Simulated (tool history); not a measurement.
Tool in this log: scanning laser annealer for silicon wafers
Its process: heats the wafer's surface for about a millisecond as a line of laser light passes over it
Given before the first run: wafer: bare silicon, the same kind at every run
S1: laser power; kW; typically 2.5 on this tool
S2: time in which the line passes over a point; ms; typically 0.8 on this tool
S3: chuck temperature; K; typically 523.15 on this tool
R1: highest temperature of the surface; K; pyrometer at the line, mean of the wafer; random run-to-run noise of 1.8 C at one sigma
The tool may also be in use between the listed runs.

run	hour	S1	S2	S3	R1
1	0	2.5	0.8	523.15	1228.15
2	7.8	2.5	0.8	523.15	1227.15
3	14.5	2.5	0.8	523.15	1225.15
4	19.6	2.5	0.8	523.15	1227.15
5	23.5	2.5	0.8	523.15	1225.15
6	32.3	2.5	0.8	523.15	1227.15
7	39.3	2.5	0.953	523.15	1285.15
8	43.7	2.5	0.8	523.15	1228.15
9	51.9	2.5	0.8	523.15	1225.15
10	57.9	2.5	0.8	523.15	1220.15
11	64.7	2.5	0.8	523.15	1222.15
12	70.6	2.5	0.8	523.15	1225.15
13	76.5	2.5	0.8	523.15	1224.15
14	84.8	2.5	0.8	523.15	1224.15
15	91.8	2.5	0.8	523.15	1224.15
16	99.7	2.5	0.8	523.15	1221.15
17	108	2.5	0.8	523.15	1219.15
18	115.7	2.5	0.8	523.15	1223.15
19	120.1	2.158	0.833	523.15	1144.15
20	126.3	2.158	0.633	484.15	1035.15
21	131.4	2.572	0.769	501.15	1204.15
# hour 135.1: laser's power meter calibrated
22	143.6	2.357	0.779	501.15	1154.15
23	150.6	2.535	0.617	523.15	1153.15
24	159.2	2.535	0.617	523.15	1150.15
25	165	2.507	0.991	543.15	1306.15
# hour 169.8: window over the wafer cleaned
26	176.1	2.507	0.6	543.15	1169.15
# hour 182.7: laser's power meter calibrated, once more
27	183.8	2.519	0.7	506.15	1182.15
28	193.3	2.519	0.7	529.15	1204.15
29	201.4	2.383	0.8	524.15	1204.15
30	207	2.5	0.712	523.15	1196.15
31	213.4	2.546	0.603	523.15	1160.15
32	218	2.628	0.876	539.15	1314.15
33	224.1	2.628	0.876	539.15	1316.15
34	230.3	2.628	0.876	539.15	1314.15
35	236.7	2.5	0.636	546.15	1186.15

Consider 3 possible next runs. They are alternatives, not a sequence: every one starts from the tool as it was left by run 35. What does each give?
A	245.6	2.674	0.844	524.15	?
B	245.6	2.705	0.624	527.15	?
C	245.6	2.5	0.597	506.15	?

run	R1
A	1296.15
B	1209.15
C	1126.15
With no hidden state in the tool, these same runs would have given:
run	R1
A	1311.15
B	1222.15
C	1138.15
